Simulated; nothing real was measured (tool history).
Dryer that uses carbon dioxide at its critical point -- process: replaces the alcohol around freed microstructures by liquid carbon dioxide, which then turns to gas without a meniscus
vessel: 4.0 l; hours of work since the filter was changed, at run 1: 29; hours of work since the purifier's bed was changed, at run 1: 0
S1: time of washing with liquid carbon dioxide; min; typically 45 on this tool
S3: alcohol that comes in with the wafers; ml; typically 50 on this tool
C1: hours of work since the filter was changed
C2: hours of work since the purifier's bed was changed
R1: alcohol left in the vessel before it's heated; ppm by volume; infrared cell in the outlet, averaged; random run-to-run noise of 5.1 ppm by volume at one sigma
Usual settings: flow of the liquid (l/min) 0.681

{"run": 1, "hour": 0.0, "S1": 45, "flow of the liquid (l/min)": 0.681, "S3": 50, "C1": 29, "C2": 0, "R1": 56}
{"run": 2, "hour": 11.9, "S1": 45, "flow of the liquid (l/min)": 0.681, "S3": 50, "C1": 33, "C2": 4, "R1": 63}
{"run": 3, "hour": 18.3, "S1": 45, "flow of the liquid (l/min)": 0.681, "S3": 50, "C1": 35, "C2": 6, "R1": 57}
{"run": 4, "hour": 25.6, "S1": 45, "flow of the liquid (l/min)": 0.681, "S3": 50, "C1": 37, "C2": 8, "R1": 65}
{"run": 5, "hour": 35.9, "S1": 45, "flow of the liquid (l/min)": 0.681, "S3": 50, "C1": 41, "C2": 12, "R1": 53}
{"run": 6, "hour": 42.1, "S1": 45, "flow of the liquid (l/min)": 0.681, "S3": 50, "C1": 43, "C2": 14, "R1": 51}
{"run": 7, "hour": 53.4, "S1": 45, "flow of the liquid (l/min)": 0.681, "S3": 54, "C1": 46, "C2": 17, "R1": 59}
{"run": 8, "hour": 61.3, "S1": 45, "flow of the liquid (l/min)": 0.681, "S3": 28, "C1": 49, "C2": 20, "R1": 34}
{"run": 9, "hour": 68.2, "S1": 55, "flow of the liquid (l/min)": 0.556, "S3": 48, "C1": 51, "C2": 22, "R1": 71}

Run 10 comes next. What will it give?
{"run": 10, "hour": 81.4, "S1": 55, "flow of the liquid (l/min)": 0.556, "S3": 48, "C1": 55, "C2": 26, "R1": "?"}

For run 10 the tool returned R1 55 ppm by volume.
With no hidden state in the tool, this same run would have given R1 48 ppm by volume.
